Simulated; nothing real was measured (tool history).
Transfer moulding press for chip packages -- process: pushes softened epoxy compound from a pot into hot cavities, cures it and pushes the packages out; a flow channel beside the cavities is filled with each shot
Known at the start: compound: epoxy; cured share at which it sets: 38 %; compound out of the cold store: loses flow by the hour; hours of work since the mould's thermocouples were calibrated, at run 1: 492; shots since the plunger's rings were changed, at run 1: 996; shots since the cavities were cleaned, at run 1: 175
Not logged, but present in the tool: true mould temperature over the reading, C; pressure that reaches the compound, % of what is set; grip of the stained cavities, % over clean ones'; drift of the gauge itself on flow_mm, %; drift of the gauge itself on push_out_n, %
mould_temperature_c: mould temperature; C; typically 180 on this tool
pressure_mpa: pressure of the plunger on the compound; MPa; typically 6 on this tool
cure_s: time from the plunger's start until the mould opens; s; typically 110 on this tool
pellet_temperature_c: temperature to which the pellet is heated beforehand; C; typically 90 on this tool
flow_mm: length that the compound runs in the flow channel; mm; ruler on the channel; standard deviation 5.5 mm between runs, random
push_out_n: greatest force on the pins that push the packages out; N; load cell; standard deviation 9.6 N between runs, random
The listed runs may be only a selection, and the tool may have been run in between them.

run	hour	mould_temperature_c	pressure_mpa	cure_s	pellet_temperature_c	hours of work since the mould's thermocouples were calibrated	shots since the plunger's rings were changed	shots since the cavities were cleaned	incoming compound's hours out of the cold store	flow_mm	push_out_n
1	0	180	6	110	90	492	996	175	39.5	708	564
2	16.6	180	5.39	110	90	498	1117	296	24.8	690	685
3	48.1	180	5.39	110	90	511	1348	527	19.1	694	749
# hour 70.2: cavities cleaned with cleaning compound and waxed
4	88.9	180	5.39	110	90	528	1636	137	23.6	690	573
5	120.8	180	5.39	110	90	541	1870	371	21.7	694	707
6	158.7	186	6	110	90	556	2147	648	8.4	732	745
# hour 163.1: cavities cleaned with cleaning compound and waxed
7	188.2	186	6	110	90	568	2353	185	33.7	694	565
8	218.7	186	6	110	90	580	2576	408	35.8	690	666
9	248.5	180	6	138	90	592	2794	626	10.1	740	717
# hour 254.7: cavities cleaned with cleaning compound and waxed
10	278.5	180	6.2	110	90	604	3003	174	37.6	716	588
11	312.1	180	6.2	110	90	618	3249	420	11.7	740	725
12	334.1	180	6.65	110	90	627	3410	581	9	768	793
# hour 347.1: cavities cleaned with cleaning compound and waxed
# hour 351.5: mould's thermocouples calibrated
13	369.2	180	6.65	110	90	7	3642	147	34	743	586
# hour 388.8: plunger's sealing rings changed
14	410.1	180	6.65	110	90	23	156	428	44.4	749	763
15	434.1	185	6	110	90	33	332	604	8.1	755	738
# hour 443.1: cavities cleaned with cleaning compound and waxed
16	461.7	185	6	110	90	44	524	137	11.7	740	536
17	494.3	185	7.25	110	94	57	762	375	36.2	772	656
18	532.4	180	7.25	110	83	73	1042	655	47.8	767	836
# hour 536.4: cavities cleaned with cleaning compound and waxed
19	555.4	180	5.35	140	99	81	1199	139	23.3	691	520
20	582.3	180	5.35	140	99	92	1396	336	33.4	673	611
21	600	180	5.35	140	99	100	1525	465	39.9	669	705
22	622.8	180	5.35	140	99	109	1693	633	31.9	673	688
# hour 628.2: cavities cleaned with cleaning compound and waxed
23	661.6	185	5.35	140	82	124	1966	245	26.1	682	594
24	695.8	185	5.35	140	82	138	2216	495	16.7	699	651
25	717.5	185	5.35	140	82	147	2375	654	47.2	649	732
# hour 722.4: cavities cleaned with cleaning compound and waxed
26	738.6	179	6.66	110	90	155	2519	119	21.6	768	603
27	772.5	173	6	110	90	169	2767	367	39.2	715	1002
28	803.4	186	6	143	90	182	2994	594	8.2	734	735
# hour 814.5: cavities cleaned with cleaning compound and waxed
29	828.5	186	6	143	90	192	3167	103	47	675	477

Consider 3 possible next runs. They are alternatives, not a sequence: every one starts from the tool as it was left by run 29. What does each give?
A	844.9	186	4.8	143	90	198	3287	223	39.8	?	?
B	844.9	186	6	94	90	198	3287	223	13.1	?	?
C	844.9	174	6	110	90	198	3287	223	19.9	?	?

run	flow_mm	push_out_n
A	607	547
B	722	637
C	722	835
With no hidden state in the tool, these same runs would have given:
run	flow_mm	push_out_n
A	631	370
B	751	442
C	751	589
